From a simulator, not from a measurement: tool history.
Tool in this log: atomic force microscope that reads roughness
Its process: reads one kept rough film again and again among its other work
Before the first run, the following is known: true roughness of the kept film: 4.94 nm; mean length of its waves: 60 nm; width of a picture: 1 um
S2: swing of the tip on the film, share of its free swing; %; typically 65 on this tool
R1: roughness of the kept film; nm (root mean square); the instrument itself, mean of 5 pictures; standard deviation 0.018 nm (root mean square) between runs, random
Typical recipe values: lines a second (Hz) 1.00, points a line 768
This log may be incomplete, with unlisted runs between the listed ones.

run 1 day=0.000 | lines_a_second_(Hz)=1.00 S2=65 points_a_line=768 | R1=4.454
run 2 day=0.429 | lines_a_second_(Hz)=1.00 S2=65 points_a_line=768 | R1=4.459
run 3 day=0.758 | lines_a_second_(Hz)=1.00 S2=65 points_a_line=768 | R1=4.418
run 4 day=1.338 | lines_a_second_(Hz)=1.00 S2=65 points_a_line=829 | R1=4.416
run 5 day=1.704 | lines_a_second_(Hz)=0.79 S2=65 points_a_line=768 | R1=4.427
run 6 day=2.100 | lines_a_second_(Hz)=0.79 S2=65 points_a_line=768 | R1=4.388
run 7 day=2.500 | lines_a_second_(Hz)=1.85 S2=65 points_a_line=768 | R1=4.196
run 8 day=2.821 | lines_a_second_(Hz)=1.85 S2=65 points_a_line=768 | R1=4.266
run 9 day=3.188 | lines_a_second_(Hz)=1.85 S2=65 points_a_line=573 | R1=4.217
run 10 day=3.696 | lines_a_second_(Hz)=1.00 S2=74 points_a_line=768 | R1=4.205
run 11 day=4.050 | lines_a_second_(Hz)=1.00 S2=74 points_a_line=768 | R1=4.206
run 12 day=4.529 | lines_a_second_(Hz)=1.90 S2=57 points_a_line=768 | R1=4.290
run 13 day=4.900 | lines_a_second_(Hz)=1.90 S2=57 points_a_line=768 | R1=4.255
run 14 day=5.171 | lines_a_second_(Hz)=1.90 S2=57 points_a_line=768 | R1=4.253
run 15 day=5.688 | lines_a_second_(Hz)=2.44 S2=57 points_a_line=790 | R1=4.191
run 16 day=5.946 | lines_a_second_(Hz)=0.86 S2=70 points_a_line=411 | R1=4.235
run 17 day=6.296 | lines_a_second_(Hz)=1.00 S2=61 points_a_line=366 | R1=4.276
run 18 day=6.712 | lines_a_second_(Hz)=0.78 S2=75 points_a_line=366 | R1=4.161
run 19 day=7.079 | lines_a_second_(Hz)=1.33 S2=76 points_a_line=768 | R1=3.996
run 20 day=7.446 | lines_a_second_(Hz)=1.37 S2=65 points_a_line=768 | R1=4.156
run 21 day=7.858 | lines_a_second_(Hz)=1.00 S2=69 points_a_line=768 | R1=4.138
run 22 day=8.217 | lines_a_second_(Hz)=1.20 S2=58 points_a_line=375 | R1=4.177

What if the next run were any one of these 4? Each begins from the tool's condition after run 22:
-- day=8.488 new tip fitted
run A day=8.529 | lines_a_second_(Hz)=1.00 S2=65 points_a_line=372 | R1=?
-- day=8.488 new tip fitted
run B day=8.529 | lines_a_second_(Hz)=3.35 S2=58 points_a_line=375 | R1=?
-- day=8.488 new tip fitted
run C day=8.529 | lines_a_second_(Hz)=0.62 S2=88 points_a_line=996 | R1=?
-- day=8.488 new tip fitted
run D day=8.529 | lines_a_second_(Hz)=2.83 S2=69 points_a_line=298 | R1=?

run=A R1=4.468
run=B R1=4.258
run=C R1=4.316
run=D R1=4.071
Without the tool's hidden state the same runs would have given:
run=A R1=4.486
run=B R1=4.275
run=C R1=4.333
run=D R1=4.086
